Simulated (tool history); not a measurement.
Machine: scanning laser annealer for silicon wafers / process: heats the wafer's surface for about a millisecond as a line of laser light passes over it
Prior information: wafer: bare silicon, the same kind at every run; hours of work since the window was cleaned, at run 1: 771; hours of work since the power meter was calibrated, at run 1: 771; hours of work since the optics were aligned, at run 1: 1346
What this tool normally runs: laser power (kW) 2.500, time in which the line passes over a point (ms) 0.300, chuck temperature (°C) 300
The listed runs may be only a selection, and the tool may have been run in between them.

| run | hour | laser power (kW) | time in which the line passes over a point (ms) | chuck temperature (°C) | hours of work since the window was cleaned | hours of work since the power meter was calibrated | hours of work since the optics were aligned | highest temperature of the surface (°C) |
|---|---|---|---|---|---|---|---|---|
| 1 | 0.0 | 2.500 | 0.300 | 300 | 771 | 771 | 1346 | 1114 |
| 2 | 26.9 | 2.327 | 0.300 | 300 | 788 | 788 | 1363 | 1061 |
| 3 | 51.3 | 2.327 | 0.300 | 300 | 803 | 803 | 1378 | 1061 |
| 4 | 85.8 | 2.327 | 0.300 | 300 | 824 | 824 | 1400 | 1060 |
|  | 100.3 | optics aligned, line set to its width |
| 5 | 127.4 | 2.327 | 0.300 | 300 | 847 | 847 | 17 | 1068 |
| 6 | 149.9 | 2.327 | 0.300 | 300 | 861 | 861 | 31 | 1069 |
| 7 | 169.9 | 2.500 | 0.300 | 300 | 874 | 874 | 43 | 1121 |
| 8 | 201.2 | 2.500 | 0.300 | 310 | 893 | 893 | 63 | 1128 |
| 9 | 235.5 | 2.500 | 0.271 | 261 | 915 | 915 | 84 | 1035 |
| 10 | 271.3 | 2.686 | 0.271 | 304 | 937 | 937 | 107 | 1131 |
| 11 | 297.8 | 2.548 | 0.301 | 290 | 954 | 954 | 123 | 1126 |
|  | 308.4 | window over the wafer cleaned |
| 12 | 322.8 | 2.591 | 0.300 | 303 | 9 | 968 | 138 | 1167 |
| 13 | 355.6 | 2.591 | 0.300 | 303 | 29 | 988 | 158 | 1170 |
| 14 | 371.9 | 2.500 | 0.225 | 300 | 40 | 999 | 168 | 1016 |

What if the next run were any one of these 3? Each begins from the tool's condition after run 14:
| A | 397.4 | 2.500 | 0.239 | 306 | 56 | 1015 | 184 | ? |
| B | 397.4 | 2.646 | 0.300 | 300 | 56 | 1015 | 184 | ? |
| C | 397.4 | 2.196 | 0.298 | 293 | 56 | 1015 | 184 | ? |

| run | highest temperature of the surface (°C) |
|---|---|
| A | 1046 |
| B | 1182 |
| C | 1035 |
The same runs, with their run-to-run variation unchanged, on a tool lacking any hidden condition would have given:
| run | highest temperature of the surface (°C) |
|---|---|
| A | 1047 |
| B | 1183 |
| C | 1035 |
